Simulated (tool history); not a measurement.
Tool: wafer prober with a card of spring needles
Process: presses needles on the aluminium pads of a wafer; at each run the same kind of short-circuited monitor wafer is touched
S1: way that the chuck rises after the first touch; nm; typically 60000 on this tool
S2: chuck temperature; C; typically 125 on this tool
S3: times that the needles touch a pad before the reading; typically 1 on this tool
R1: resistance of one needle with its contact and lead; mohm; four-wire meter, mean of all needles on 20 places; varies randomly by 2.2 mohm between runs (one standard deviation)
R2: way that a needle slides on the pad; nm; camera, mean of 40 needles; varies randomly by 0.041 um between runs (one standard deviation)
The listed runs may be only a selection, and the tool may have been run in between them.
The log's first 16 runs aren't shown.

run 17 day=12.867 | S1=49000 S2=125 S3=1 | R1=275 R2=8970
-- day=12.942 height of the first contact set anew
-- day=13.267 tips cleaned on abrasive film
run 18 day=13.850 | S1=49000 S2=33 S3=1 | R1=244 R2=8900
run 19 day=14.417 | S1=49000 S2=98 S3=1 | R1=267 R2=8920
run 20 day=14.983 | S1=49000 S2=98 S3=1 | R1=279 R2=8870
-- day=15.079 tips cleaned on abrasive film
run 21 day=15.838 | S1=49000 S2=98 S3=1 | R1=267 R2=8850
run 22 day=16.300 | S1=60000 S2=125 S3=2 | R1=254 R2=10900
-- day=16.408 height of the first contact set anew, once more
-- day=16.875 tips cleaned on abrasive film
run 23 day=17.042 | S1=60000 S2=125 S3=2 | R1=244 R2=11170
run 24 day=17.871 | S1=60000 S2=125 S3=2 | R1=256 R2=11090
run 25 day=18.421 | S1=67000 S2=35 S3=1 | R1=241 R2=12430
-- day=18.704 tips cleaned on abrasive film
run 26 day=19.346 | S1=67000 S2=35 S3=1 | R1=234 R2=12310
run 27 day=19.817 | S1=42000 S2=97 S3=1 | R1=284 R2=7770
run 28 day=20.279 | S1=63000 S2=68 S3=3 | R1=238 R2=11680
-- day=20.471 tips cleaned on abrasive film
run 29 day=21.071 | S1=60000 S2=125 S3=1 | R1=258 R2=11100
run 30 day=22.021 | S1=44000 S2=125 S3=1 | R1=287 R2=8190
-- day=22.238 tips cleaned on abrasive film
run 31 day=23.033 | S1=79000 S2=65 S3=1 | R1=236 R2=14710
-- day=24.042 tips cleaned on abrasive film
run 32 day=24.162 | S1=51000 S2=37 S3=2 | R1=226 R2=9420
run 33 day=25.242 | S1=60000 S2=125 S3=2 | R1=258 R2=11130

4 options for the next run, each taken on its own from the tool as it stands now. Forecast them:
-- day=25.871 tips cleaned on abrasive film
run A day=25.933 | S1=68000 S2=50 S3=2 | R1=? R2=?
-- day=25.871 tips cleaned on abrasive film
run B day=25.933 | S1=60000 S2=76 S3=2 | R1=? R2=?
-- day=25.871 tips cleaned on abrasive film
run C day=25.933 | S1=69000 S2=125 S3=3 | R1=? R2=?
-- day=25.871 tips cleaned on abrasive film
run D day=25.933 | S1=60000 S2=125 S3=2 | R1=? R2=?

run=A R1=226 R2=12480
run=B R1=235 R2=11100
run=C R1=240 R2=12730
run=D R1=246 R2=11040
Without the tool's hidden state the same runs would have given:
run=A R1=223 R2=12570
run=B R1=232 R2=11190
run=C R1=239 R2=12830
run=D R1=242 R2=11130
